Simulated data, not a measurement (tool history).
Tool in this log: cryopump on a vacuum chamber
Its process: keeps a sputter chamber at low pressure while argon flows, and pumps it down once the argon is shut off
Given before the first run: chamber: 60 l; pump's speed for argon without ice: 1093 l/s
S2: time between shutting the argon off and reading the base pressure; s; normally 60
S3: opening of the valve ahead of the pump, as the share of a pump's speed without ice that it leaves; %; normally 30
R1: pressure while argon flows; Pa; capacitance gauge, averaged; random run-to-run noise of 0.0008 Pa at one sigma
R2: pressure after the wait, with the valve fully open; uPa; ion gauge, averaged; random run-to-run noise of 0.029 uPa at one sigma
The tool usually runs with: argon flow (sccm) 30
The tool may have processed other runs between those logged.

Run 1, hour 0.0: usual settings. Result: R1 0.1670 Pa, R2 4.22 uPa.
Run 2, hour 28.3: usual settings. Result: R1 0.1663 Pa, R2 4.09 uPa.
Run 3, hour 53.8: usual settings but S2 123 s. Result: R1 0.1676 Pa, R2 3.75 uPa.
Run 4, hour 87.6: usual settings. Result: R1 0.1679 Pa, R2 4.23 uPa.
Run 5, hour 121.1: usual settings. Result: R1 0.1689 Pa, R2 4.26 uPa.
Run 6, hour 141.3: usual settings. Result: R1 0.1685 Pa, R2 4.40 uPa.
Run 7, hour 168.0: usual settings. Result: R1 0.1703 Pa, R2 4.47 uPa.
Run 8, hour 193.8: usual settings. Result: R1 0.1702 Pa, R2 4.50 uPa.
Run 9, hour 223.0: usual settings. Result: R1 0.1699 Pa, R2 4.53 uPa.
Run 10, hour 242.8: usual settings. Result: R1 0.1720 Pa, R2 4.57 uPa.
Run 11, hour 270.7: usual settings but argon flow (sccm) 49. Result: R1 0.2803 Pa, R2 4.49 uPa.
Run 12, hour 291.9: usual settings but argon flow (sccm) 49. Result: R1 0.2803 Pa, R2 4.68 uPa.
Run 13, hour 312.2: usual settings but argon flow (sccm) 49. Result: R1 0.2802 Pa, R2 4.63 uPa.
Run 14, hour 342.8: usual settings but S3 19 %. Result: R1 0.2612 Pa, R2 4.77 uPa.
Run 15, hour 367.9: usual settings but S3 19 %. Result: R1 0.2608 Pa, R2 4.76 uPa.
Run 16, hour 392.3: usual settings but S3 19 %. Result: R1 0.2626 Pa, R2 4.92 uPa.
Run 17, hour 414.6: usual settings but S3 25 %. Result: R1 0.2048 Pa, R2 4.84 uPa.
Run 18, hour 441.3: usual settings but S3 25 %. Result: R1 0.2054 Pa, R2 4.90 uPa.
Run 19, hour 474.2: usual settings but argon flow (sccm) 17, S3 25 %. Result: R1 0.1163 Pa, R2 4.96 uPa.
Run 20, hour 499.1: usual settings but argon flow (sccm) 47, S2 231 s, S3 20 %. Result: R1 0.3953 Pa, R2 4.20 uPa.
Run 21, hour 519.9: usual settings but S2 159 s. Result: R1 0.1760 Pa, R2 4.48 uPa.
Run 22, hour 550.6: usual settings but S2 159 s. Result: R1 0.1755 Pa, R2 4.48 uPa.

For run 23, what comes out?
Run 23, hour 580.9: usual settings but S2 159 s. Result: R1 ?, R2 ?.

R1: 0.1773 Pa
R2: 4.62 uPa
On a tool with no hidden condition, and with the same random variation, this run would have come out at R1 0.1559 Pa, R2 0.69 uPa.
